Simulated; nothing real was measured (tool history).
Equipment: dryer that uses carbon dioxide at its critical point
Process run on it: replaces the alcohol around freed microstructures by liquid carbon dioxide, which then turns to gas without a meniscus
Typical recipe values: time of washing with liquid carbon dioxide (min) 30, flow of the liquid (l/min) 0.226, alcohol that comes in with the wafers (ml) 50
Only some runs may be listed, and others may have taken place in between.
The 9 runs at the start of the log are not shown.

run   hour  time of washing with liquid carbon dioxide (min)  flow of the liquid (l/min)  alcohol that comes in with the wafers (ml)  alcohol left in the vessel before it's heated (ppm by volume)
 10  248.3                                                30                       0.226                                          50                                                            276
     257.7  -- purifier's bed changed
 11  266.1                                                30                       0.226                                          50                                                            110
 12  298.0                                                30                       0.226                                          21                                                             50
 13  325.9                                                24                       0.226                                          50                                                            380
 14  341.3                                                30                       0.226                                          50                                                            125
 15  375.5                                                36                       0.226                                          50                                                             62
 16  408.4                                                30                       0.226                                          50                                                            135
 17  423.8                                                20                       0.267                                          50                                                            458
 18  441.1                                                20                       0.267                                          50                                                            471
 19  476.3                                                35                       0.314                                          58                                                             34
 20  509.6                                                35                       0.314                                          58                                                             29
 21  537.7                                                37                       0.317                                          24                                                             33
 22  559.8                                                37                       0.317                                          24                                                             34
 23  580.2                                                39                       0.317                                         100                                                             40
     608.9  -- inlet filter changed
 24  613.8                                                28                       0.317                                          39                                                             41
 25  632.5                                                20                       0.175                                          35                                                           1303
 26  657.4                                                26                       0.226                                          34                                                            173
 27  685.7                                                26                       0.226                                          34                                                            178
 28  715.0                                                26                       0.226                                          34                                                            186
 29  740.9                                                26                       0.226                                          34                                                            187
 30  759.2                                                30                       0.226                                          61                                                            160
 31  786.9                                                30                       0.331                                          96                                                             64
 32  815.0                                                30                       0.331                                          96                                                             68

Predict each of these 4 candidate next runs independently; none follows another, all start after run 32:
  A  833.5                                                30                       0.298                                          31                                                              ?
  B  833.5                                                43                       0.226                                          50                                                              ?
  C  833.5                                                29                       0.226                                          44                                                              ?
  D  833.5                                                30                       0.331                                          25                                                              ?

run  alcohol left in the vessel before it's heated (ppm by volume)
  A                                                             70
  B                                                             67
  C                                                            164
  D                                                             70
With no hidden state in the tool, these same runs would have given:
run  alcohol left in the vessel before it's heated (ppm by volume)
  A                                                             11
  B                                                              8
  C                                                             84
  D                                                             11
